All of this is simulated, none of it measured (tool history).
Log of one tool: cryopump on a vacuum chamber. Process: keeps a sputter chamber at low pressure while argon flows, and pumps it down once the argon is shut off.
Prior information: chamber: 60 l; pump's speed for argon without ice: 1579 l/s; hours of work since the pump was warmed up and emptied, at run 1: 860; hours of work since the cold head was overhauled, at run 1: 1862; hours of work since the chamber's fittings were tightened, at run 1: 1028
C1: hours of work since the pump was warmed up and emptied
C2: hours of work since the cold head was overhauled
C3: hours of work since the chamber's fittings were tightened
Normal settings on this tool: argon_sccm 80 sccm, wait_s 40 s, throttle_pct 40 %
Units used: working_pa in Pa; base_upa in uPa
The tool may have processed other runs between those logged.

run 1 hour=0.0 | argon_sccm=80 wait_s=40 throttle_pct=40 | C1=860 C2=1862 C3=1028 | working_pa=0.2500 base_upa=3.06
run 2 hour=38.6 | argon_sccm=80 wait_s=40 throttle_pct=40 | C1=881 C2=1884 C3=1050 | working_pa=0.2512 base_upa=3.11
run 3 hour=105.2 | argon_sccm=80 wait_s=40 throttle_pct=40 | C1=919 C2=1922 C3=1088 | working_pa=0.2542 base_upa=3.15
run 4 hour=175.7 | argon_sccm=80 wait_s=40 throttle_pct=26 | C1=959 C2=1962 C3=1128 | working_pa=0.3716 base_upa=3.24
-- hour=209.4 pump warmed up, emptied and cooled again
run 5 hour=254.7 | argon_sccm=80 wait_s=40 throttle_pct=40 | C1=26 C2=2004 C3=1170 | working_pa=0.2198 base_upa=3.00
run 6 hour=290.4 | argon_sccm=56 wait_s=40 throttle_pct=40 | C1=46 C2=2024 C3=1190 | working_pa=0.1544 base_upa=2.96
run 7 hour=372.2 | argon_sccm=56 wait_s=40 throttle_pct=40 | C1=92 C2=2071 C3=1237 | working_pa=0.1540 base_upa=2.90
run 8 hour=433.1 | argon_sccm=44 wait_s=134 throttle_pct=20 | C1=127 C2=2105 C3=1271 | working_pa=0.2399 base_upa=1.50
run 9 hour=507.9 | argon_sccm=65 wait_s=125 throttle_pct=44 | C1=170 C2=2148 C3=1314 | working_pa=0.1651 base_upa=1.53
run 10 hour=592.2 | argon_sccm=65 wait_s=125 throttle_pct=44 | C1=217 C2=2195 C3=1362 | working_pa=0.1649 base_upa=1.62
run 11 hour=665.3 | argon_sccm=97 wait_s=207 throttle_pct=18 | C1=259 C2=2237 C3=1403 | working_pa=0.5920 base_upa=1.37
run 12 hour=748.5 | argon_sccm=59 wait_s=94 throttle_pct=38 | C1=306 C2=2284 C3=1450 | working_pa=0.1751 base_upa=1.83
run 13 hour=792.9 | argon_sccm=33 wait_s=50 throttle_pct=50 | C1=331 C2=2309 C3=1476 | working_pa=0.0768 base_upa=2.77

Each run again, without the hidden state but with its own random variation kept:
The tool's hidden condition here consists of: pump's speed, % of a pump's without ice; cold plate's temperature, K; leak into the chamber, uPa l/s; drift of the gauge itself on working_pa, %; drift of the gauge itself on base_upa, %.
run=1 working_pa=0.2144 base_upa=2.27
run=2 working_pa=0.2143 base_upa=2.28
run=3 working_pa=0.2150 base_upa=2.28
run=4 working_pa=0.3304 base_upa=2.32
run=5 working_pa=0.2157 base_upa=2.37
run=6 working_pa=0.1511 base_upa=2.33
run=7 working_pa=0.1498 base_upa=2.24
run=8 working_pa=0.2360 base_upa=0.82
run=9 working_pa=0.1582 base_upa=0.83
run=10 working_pa=0.1570 base_upa=0.86
run=11 working_pa=0.5784 base_upa=0.59
run=12 working_pa=0.1658 base_upa=1.02
run=13 working_pa=0.0711 base_upa=1.89
